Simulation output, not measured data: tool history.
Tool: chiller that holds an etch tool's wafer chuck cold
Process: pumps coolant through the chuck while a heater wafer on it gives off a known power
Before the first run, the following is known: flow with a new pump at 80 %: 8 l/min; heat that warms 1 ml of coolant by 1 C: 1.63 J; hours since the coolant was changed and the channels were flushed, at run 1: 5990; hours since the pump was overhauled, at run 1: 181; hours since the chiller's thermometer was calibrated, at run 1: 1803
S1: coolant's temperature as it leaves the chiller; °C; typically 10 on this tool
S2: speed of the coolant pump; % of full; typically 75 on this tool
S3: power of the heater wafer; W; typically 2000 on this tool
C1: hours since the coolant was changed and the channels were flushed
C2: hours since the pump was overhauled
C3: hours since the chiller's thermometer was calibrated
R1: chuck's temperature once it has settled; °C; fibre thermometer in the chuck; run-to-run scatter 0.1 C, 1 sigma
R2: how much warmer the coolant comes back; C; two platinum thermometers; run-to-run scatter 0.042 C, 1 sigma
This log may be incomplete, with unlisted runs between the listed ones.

run    hour  S1  S2    S3    C1    C2    C3    R1     R2
  1     0.0  10  75  2000  5990   181  1803  31.3   9.94
       19.0  -- coolant changed, channels flushed
  2   127.9  10  75  2000   109   303  1925  28.8   9.88
  3   230.5  10  67  2000   211   406  2027  30.9  11.21
  4   310.1  10  67  2000   291   485  2107  31.0  11.24
  5   443.3  10  67  2000   424   619  2240  31.0  11.14
  6   533.2  10  67  2000   514   708  2330  31.2  11.17
  7   600.1  10  75  2000   581   775  2397  29.2  10.05
  8   709.2  10  93  2000   690   884  2506  25.5   8.13
  9   770.9  10  93  1109   752   946  2568  19.1   4.51
 10   846.1  20  93  1109   827  1021  2643  29.0   4.47
 11   943.3  20  93  1109   924  1119  2740  28.9   4.43
 12  1076.2  20  93  1109  1057  1251  2873  29.2   4.46
 13  1175.9  10  75  2000  1157  1351  2973  29.7  10.16
 14  1280.8  16  75  2000  1262  1456  3078  35.7  10.10
 15  1388.6  16  75  2000  1370  1564  3185  36.0  10.14
     1401.2  -- chiller's thermometer calibrated
 16  1487.9  16  75  2000  1468  1662    87  36.2  10.23
 17  1567.3  12  70  2530  1547  1742   166  39.1  13.88
 18  1686.4  12  70  2530  1666  1861   285  39.2  13.90
 19  1754.5  18  75  1727  1734  1929   353  35.6   8.85
 20  1851.7  20  70  2334  1832  2026   451  45.3  12.85
     1896.7  -- chiller's thermometer calibrated, once more
 21  1935.7  20  70  2334  1915  2109    39  44.8  12.89
 22  2022.6  20  70  2334  2002  2196   126  45.2  12.95
 23  2106.3  20  63  2334  2085  2280   210  47.6  14.34
 24  2185.1  10  87  2000  2164  2358   288  27.7   8.94
 25  2310.4   3  62  2334  2289  2484   414  31.2  14.74
 26  2417.5   3  62  2334  2396  2591   521  31.4  14.74
 27  2483.0   3  61  1218  2462  2656   586  18.0   7.84
 28  2557.9  18  82  2339  2537  2731   661  40.2  11.07
 29  2675.4  18  82  2339  2654  2849   779  40.5  11.17
 30  2783.8   9  86  1604  2763  2957   887  23.7   7.30
 31  2854.0  17  75  2000  2833  3027   957  37.7  10.51

Below, each run's measurement less what the same run would have read without the hidden state. Both values contain the same run-to-run variation, but the gauge's scatter may not be the same in both:
Hidden conditions of the tool in this case: heat passed by the chuck's channels, % of clean ones'; flow at a given pump speed, % of a new pump's; coolant's true temperature over the reading, C; drift of the gauge itself on chuck_c, C; drift of the gauge itself on warmer_back_c, C.
run    R1     R2
  1  +2.8  +0.11
  2  +0.4  +0.14
  3  +0.5  +0.17
  4  +0.6  +0.18
  5  +0.7  +0.21
  6  +0.8  +0.23
  7  +0.8  +0.22
  8  +0.7  +0.20
  9  +0.6  +0.11
 10  +0.6  +0.12
 11  +0.6  +0.13
 12  +0.7  +0.14
 13  +1.3  +0.33
 14  +1.3  +0.36
 15  +1.5  +0.37
 16  +1.7  +0.40
 17  +2.2  +0.56
 18  +2.3  +0.59
 19  +1.7  +0.39
 20  +2.3  +0.58
 21  +2.0  +0.61
 22  +2.1  +0.63
 23  +2.4  +0.72
 24  +1.6  +0.47
 25  +2.7  +0.80
 26  +2.8  +0.82
 27  +1.6  +0.45
 28  +2.3  +0.65
 29  +2.4  +0.68
 30  +1.7  +0.46
 31  +2.5  +0.67

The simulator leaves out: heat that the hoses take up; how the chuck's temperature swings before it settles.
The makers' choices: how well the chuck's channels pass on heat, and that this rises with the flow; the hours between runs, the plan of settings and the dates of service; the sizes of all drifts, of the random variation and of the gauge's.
